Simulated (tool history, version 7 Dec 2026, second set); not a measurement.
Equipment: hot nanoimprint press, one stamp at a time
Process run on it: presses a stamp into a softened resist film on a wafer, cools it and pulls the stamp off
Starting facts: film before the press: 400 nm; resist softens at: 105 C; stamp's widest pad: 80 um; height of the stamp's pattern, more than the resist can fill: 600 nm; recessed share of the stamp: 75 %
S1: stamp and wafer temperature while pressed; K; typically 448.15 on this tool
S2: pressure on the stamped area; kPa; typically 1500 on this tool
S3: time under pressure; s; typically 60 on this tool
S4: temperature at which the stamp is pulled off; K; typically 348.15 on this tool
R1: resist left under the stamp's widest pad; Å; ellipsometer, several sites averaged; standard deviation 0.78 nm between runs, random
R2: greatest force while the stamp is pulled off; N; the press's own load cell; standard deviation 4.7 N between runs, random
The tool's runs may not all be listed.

run	day	S1	S2	S3	S4	R1	R2
1	0	448.15	1500	60	348.15	1809	235
2	1.712	448.15	1500	60	348.15	1793	222
3	3.254	448.15	1500	36	348.15	2147	232
4	4.783	448.15	1500	36	348.15	2154	226
5	6.362	448.15	1500	60	348.15	1805	227
6	8.667	448.15	1500	60	348.15	1824	230
7	10.217	448.15	1500	60	348.15	1820	226
# day 12.608: stamp cleaned and given a new release coat
8	12.608	448.15	1500	60	348.15	1817	226
9	13.983	448.15	1500	49	348.15	1960	232
10	15.675	448.15	1500	49	346.15	1950	229
# day 16.567: plate thermocouple calibrated
11	17.75	448.15	1500	49	346.15	1942	227
12	19.142	448.15	1680	60	348.15	1734	231
13	20.725	448.15	1680	60	348.15	1721	230
14	23.054	448.15	1500	60	348.15	1827	223
15	24.783	444.15	1130	60	348.15	2411	225
16	26.129	456.15	950	38	339.15	1981	238
17	28.208	448.15	1500	63	348.15	1796	236
# day 30.046: stamp cleaned and given a new release coat
18	30.188	459.15	1500	61	348.15	1171	228
19	31.246	449.15	1920	79	351.15	1400	232
20	32.808	449.15	1920	79	351.15	1401	227
21	34.925	448.15	1500	55	348.15	1898	224
22	36.95	448.15	1500	55	348.15	1911	231
23	39.096	449.15	1880	49	333.15	1708	246
24	40.096	449.15	1880	49	333.15	1703	251
25	41.092	442.15	1090	86	347.15	2403	234
# day 42.075: plate thermocouple calibrated
# day 42.425: gauge calibrated
# day 43.05: press's hydraulic seals changed and the load cell set to zero
26	43.342	453.15	1410	60	348.15	1521	234
27	45.262	439.15	1420	59	346.15	2634	236
28	46.608	454.15	1000	32	336.15	2185	253

Predict each of these 3 candidate next runs independently; none follows another, all start after run 28:
# day 47.65: stamp cleaned and given a new release coat
A	48.271	452.15	1140	32	336.15	?	?
# day 47.65: stamp cleaned and given a new release coat
B	48.271	454.15	1000	86	345.15	?	?
# day 47.65: stamp cleaned and given a new release coat
C	48.271	448.15	910	60	348.15	?	?

run	R1	R2
A	2180	254
B	1524	229
C	2272	219
Without the tool's hidden state the same runs would have given:
run	R1	R2
A	2173	254
B	1520	229
C	2265	219
